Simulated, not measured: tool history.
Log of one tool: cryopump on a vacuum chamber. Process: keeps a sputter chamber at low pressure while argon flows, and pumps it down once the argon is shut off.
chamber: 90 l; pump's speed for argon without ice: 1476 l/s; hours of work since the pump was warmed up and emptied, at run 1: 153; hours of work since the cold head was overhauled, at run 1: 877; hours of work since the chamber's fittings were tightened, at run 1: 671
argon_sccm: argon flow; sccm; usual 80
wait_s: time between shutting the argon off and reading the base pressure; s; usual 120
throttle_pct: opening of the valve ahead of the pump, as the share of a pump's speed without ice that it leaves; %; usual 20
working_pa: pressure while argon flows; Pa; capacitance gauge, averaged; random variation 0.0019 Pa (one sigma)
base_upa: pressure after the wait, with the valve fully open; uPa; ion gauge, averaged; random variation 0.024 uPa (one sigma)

run	hour	argon_sccm	wait_s	throttle_pct	hours of work since the pump was warmed up and emptied	hours of work since the cold head was overhauled	hours of work since the chamber's fittings were tightened	working_pa	base_upa
1	0.0	80	120	20	153	877	671	0.4711	2.51
2	42.8	80	120	20	188	911	705	0.4675	2.61
3	71.5	80	120	20	211	934	729	0.4699	2.78
4	102.0	80	120	20	236	959	753	0.4730	2.87
5	148.5	39	120	20	273	996	791	0.2318	3.06
6	192.0	39	120	20	308	1032	826	0.2344	3.04
7	231.8	39	120	20	340	1064	858	0.2320	3.36
8	275.5	39	120	20	376	1099	893	0.2343	3.39
9	303.0	61	120	20	398	1121	915	0.3697	3.55
10	328.2	61	188	20	418	1141	936	0.3682	3.39
11	354.0	61	188	20	439	1162	956	0.3718	3.46
12	383.5	122	120	20	463	1186	980	0.7420	3.89
13	422.0	122	120	20	494	1217	1011	0.7474	3.95
14	469.6	122	120	20	532	1255	1050	0.7552	4.15
15	502.2	122	120	20	558	1282	1076	0.7595	4.28
16	548.3	122	29	20	596	1319	1113	0.7623	6.54
# hour 563.7: leaking fittings of the chamber tightened, without venting
17	571.8	36	120	20	613	1336	7	0.2249	0.96
18	594.4	42	120	44	631	1354	25	0.1316	1.03
19	639.0	42	120	44	667	1390	61	0.1327	1.17
20	670.9	43	196	27	693	1416	87	0.2104	1.01
# hour 690.3: pump warmed up, emptied and cooled again
21	721.6	39	196	54	25	1453	123	0.0833	0.89
22	760.7	63	198	15	57	1485	155	0.4875	0.94
23	789.6	160	22	20	80	1508	178	0.9226	4.01
24	829.1	67	46	17	112	1540	210	0.4582	2.39
25	855.9	47	137	20	133	1561	232	0.2721	1.32
26	899.7	47	33	17	169	1597	267	0.3217	3.20
27	947.4	47	33	17	207	1635	305	0.3248	3.37
28	973.9	71	52	20	229	1656	327	0.4151	2.50
29	1001.3	47	111	58	251	1679	349	0.1006	1.83
30	1034.7	53	32	22	278	1706	376	0.2844	3.52
31	1073.8	80	203	20	309	1737	407	0.4711	1.64
32	1095.2	80	61	20	327	1754	425	0.4749	2.65
33	1131.0	80	120	51	355	1783	454	0.1997	2.14

5 ways to go on from here, each from the tool as it stands after run 33. What would each give?
A	1152.1	136	186	17	372	1800	471	?	?
B	1152.1	119	120	46	372	1800	471	?	?
C	1152.1	38	58	56	372	1800	471	?	?
D	1152.1	69	120	51	372	1800	471	?	?
E	1152.1	80	120	16	372	1800	471	?	?

run	working_pa	base_upa
A	0.9553	1.91
B	0.3267	2.12
C	0.0871	2.83
D	0.1729	2.17
E	0.5905	2.19
Without the tool's hidden state the same runs would have given:
run	working_pa	base_upa
A	0.9195	0.59
B	0.2956	0.79
C	0.0772	1.50
D	0.1548	0.84
E	0.5696	0.84
